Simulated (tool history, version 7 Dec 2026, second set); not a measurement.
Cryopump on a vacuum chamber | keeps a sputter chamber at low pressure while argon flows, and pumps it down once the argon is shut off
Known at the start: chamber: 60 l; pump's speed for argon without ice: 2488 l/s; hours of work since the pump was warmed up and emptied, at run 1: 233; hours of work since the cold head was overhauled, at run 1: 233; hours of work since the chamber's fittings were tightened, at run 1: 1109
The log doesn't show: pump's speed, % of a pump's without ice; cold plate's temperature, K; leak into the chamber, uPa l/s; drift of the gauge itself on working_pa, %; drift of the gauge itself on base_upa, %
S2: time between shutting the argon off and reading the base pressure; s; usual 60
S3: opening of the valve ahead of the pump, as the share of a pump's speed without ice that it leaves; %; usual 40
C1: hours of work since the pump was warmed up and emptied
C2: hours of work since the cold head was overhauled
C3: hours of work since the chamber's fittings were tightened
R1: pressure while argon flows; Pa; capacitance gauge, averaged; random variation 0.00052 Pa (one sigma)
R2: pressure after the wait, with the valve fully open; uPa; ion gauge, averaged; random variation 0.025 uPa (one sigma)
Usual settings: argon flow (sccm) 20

run 1 hour=0.0 | argon_flow_(sccm)=20 S2=60 S3=40 | C1=233 C2=233 C3=1109 | R1=0.0344 R2=1.85
run 2 hour=18.2 | argon_flow_(sccm)=20 S2=60 S3=40 | C1=243 C2=243 C3=1119 | R1=0.0359 R2=1.82
run 3 hour=47.4 | argon_flow_(sccm)=20 S2=60 S3=40 | C1=259 C2=259 C3=1135 | R1=0.0359 R2=1.87
run 4 hour=77.7 | argon_flow_(sccm)=20 S2=60 S3=40 | C1=276 C2=276 C3=1152 | R1=0.0348 R2=1.84
run 5 hour=97.8 | argon_flow_(sccm)=20 S2=60 S3=40 | C1=287 C2=287 C3=1163 | R1=0.0357 R2=1.79
run 6 hour=116.3 | argon_flow_(sccm)=20 S2=60 S3=55 | C1=297 C2=297 C3=1173 | R1=0.0262 R2=1.85
run 7 hour=150.9 | argon_flow_(sccm)=20 S2=60 S3=55 | C1=316 C2=316 C3=1192 | R1=0.0257 R2=1.91
run 8 hour=171.7 | argon_flow_(sccm)=20 S2=60 S3=55 | C1=328 C2=328 C3=1204 | R1=0.0263 R2=1.93
run 9 hour=186.6 | argon_flow_(sccm)=20 S2=60 S3=55 | C1=336 C2=336 C3=1212 | R1=0.0261 R2=1.93
run 10 hour=214.6 | argon_flow_(sccm)=20 S2=60 S3=55 | C1=351 C2=351 C3=1227 | R1=0.0270 R2=2.02
run 11 hour=239.7 | argon_flow_(sccm)=20 S2=60 S3=19 | C1=365 C2=365 C3=1241 | R1=0.0731 R2=1.95
run 12 hour=258.1 | argon_flow_(sccm)=20 S2=60 S3=19 | C1=375 C2=375 C3=1251 | R1=0.0727 R2=1.94
run 13 hour=289.6 | argon_flow_(sccm)=13 S2=60 S3=40 | C1=392 C2=392 C3=1269 | R1=0.0239 R2=2.04
run 14 hour=311.3 | argon_flow_(sccm)=20 S2=60 S3=40 | C1=404 C2=404 C3=1281 | R1=0.0353 R2=2.00
run 15 hour=330.2 | argon_flow_(sccm)=20 S2=60 S3=40 | C1=415 C2=415 C3=1291 | R1=0.0367 R2=2.04
run 16 hour=357.5 | argon_flow_(sccm)=20 S2=212 S3=40 | C1=430 C2=430 C3=1306 | R1=0.0355 R2=1.32
run 17 hour=376.9 | argon_flow_(sccm)=11 S2=21 S3=40 | C1=440 C2=440 C3=1317 | R1=0.0201 R2=3.69
run 18 hour=406.2 | argon_flow_(sccm)=9 S2=60 S3=20 | C1=456 C2=456 C3=1333 | R1=0.0320 R2=1.96
run 19 hour=421.4 | argon_flow_(sccm)=9 S2=60 S3=20 | C1=465 C2=465 C3=1341 | R1=0.0317 R2=2.08
run 20 hour=447.7 | argon_flow_(sccm)=9 S2=60 S3=20 | C1=479 C2=479 C3=1355 | R1=0.0319 R2=2.11
run 21 hour=469.6 | argon_flow_(sccm)=9 S2=60 S3=20 | C1=491 C2=491 C3=1368 | R1=0.0313 R2=2.14
run 22 hour=490.0 | argon_flow_(sccm)=9 S2=60 S3=27 | C1=502 C2=502 C3=1379 | R1=0.0246 R2=2.10
run 23 hour=515.1 | argon_flow_(sccm)=9 S2=60 S3=27 | C1=516 C2=516 C3=1393 | R1=0.0234 R2=2.11
run 24 hour=541.5 | argon_flow_(sccm)=20 S2=60 S3=54 | C1=531 C2=531 C3=1407 | R1=0.0281 R2=2.12

Forecast run 25:
run 25 hour=575.8 | argon_flow_(sccm)=20 S2=60 S3=54 | C1=550 C2=550 C3=1426 | R1=? R2=?

Run 25 gave R1 0.0288 Pa, R2 2.17 uPa.
Without the tool's hidden state the same run would have given R1 0.0260 Pa, R2 1.03 uPa.
